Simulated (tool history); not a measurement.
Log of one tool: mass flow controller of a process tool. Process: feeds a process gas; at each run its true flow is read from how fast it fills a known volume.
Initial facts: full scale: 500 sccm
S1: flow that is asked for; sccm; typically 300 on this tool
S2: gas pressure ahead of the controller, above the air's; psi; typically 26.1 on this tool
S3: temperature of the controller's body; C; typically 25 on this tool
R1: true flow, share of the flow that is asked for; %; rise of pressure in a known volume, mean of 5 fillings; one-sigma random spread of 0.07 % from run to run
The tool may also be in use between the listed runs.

run    hour   S1    S2  S3      R1
  1       0  300  26.1  25   99.07
  2    65.6  300  26.1  35  100.01
  3     168  300  26.1  35  100.03
  4   256.4  300  26.1  26   99.19
  5   321.7  300  26.1  26   99.21
  6   416.1  300  26.1  26   99.21
  7   485.3  300  32.9  25   99.52
  8     566  300  32.9  25    99.5
  9   635.4  300    29  25    99.3
 10   747.4  300    29  27    99.6
 11   863.5  399  26.1  25   99.64
 12   937.3  399    29  21   99.32
 13  1027.1  214  29.2  32   99.69
 14  1124.1   58  28.4  25   98.33
 15  1216.8   58  28.4  25   98.49

Difference, measured minus no-hidden-state, one row per run. Run-to-run variation is common to both terms; the gauge's own scatter need not be:
The tool's hidden condition here consists of: flow at rest that the sensor doesn't see, % of full scale; true flow over the shown one, %; drift of the gauge itself on true_pct, %.
run     R1
  1     +0
  2  +0.02
  3  +0.04
  4  +0.06
  5  +0.08
  6   +0.1
  7  +0.12
  8  +0.14
  9  +0.16
 10  +0.19
 11  +0.22
 12  +0.24
 13  +0.26
 14  +0.26
 15  +0.29

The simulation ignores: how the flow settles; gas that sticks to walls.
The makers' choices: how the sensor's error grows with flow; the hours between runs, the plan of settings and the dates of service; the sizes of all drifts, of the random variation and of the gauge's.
